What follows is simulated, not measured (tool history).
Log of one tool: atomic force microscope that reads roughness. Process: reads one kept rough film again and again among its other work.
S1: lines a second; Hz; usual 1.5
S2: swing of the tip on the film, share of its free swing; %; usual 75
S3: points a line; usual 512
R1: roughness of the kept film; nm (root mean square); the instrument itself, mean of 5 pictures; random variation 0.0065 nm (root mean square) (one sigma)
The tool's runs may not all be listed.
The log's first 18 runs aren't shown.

run 19 hour=117.3 | S1=1.5 S2=56 S3=512 | R1=1.255
run 20 hour=126.2 | S1=1.5 S2=75 S3=512 | R1=1.15
-- hour=129.2 new tip fitted
run 21 hour=133.7 | S1=0.82 S2=87 S3=642 | R1=1.25
run 22 hour=141 | S1=0.82 S2=87 S3=642 | R1=1.25
run 23 hour=149.2 | S1=2.34 S2=89 S3=642 | R1=1.001
run 24 hour=155.5 | S1=2.34 S2=89 S3=642 | R1=0.991
run 25 hour=159.9 | S1=1.5 S2=81 S3=637 | R1=1.155
run 26 hour=167.6 | S1=1.5 S2=64 S3=398 | R1=1.229
run 27 hour=171.7 | S1=3.01 S2=86 S3=882 | R1=0.936
run 28 hour=175.8 | S1=2.03 S2=61 S3=832 | R1=1.226
run 29 hour=183.8 | S1=2.44 S2=61 S3=350 | R1=1.194
-- hour=189.5 new tip fitted
run 30 hour=191.5 | S1=1.75 S2=72 S3=455 | R1=1.256
run 31 hour=197.2 | S1=1.75 S2=72 S3=455 | R1=1.245
run 32 hour=201.8 | S1=1.75 S2=72 S3=455 | R1=1.234
run 33 hour=207.8 | S1=3.04 S2=78 S3=945 | R1=1.067
run 34 hour=216.4 | S1=3.04 S2=78 S3=945 | R1=1.053
run 35 hour=224.6 | S1=0.84 S2=64 S3=512 | R1=1.299

The next listed run, before its measurement:
run 36 hour=233.9 | S1=2.89 S2=55 S3=537 | R1=?

R1: 1.234 nm (root mean square)
Without the tool's hidden state the same run would have given R1 1.335 nm (root mean square).
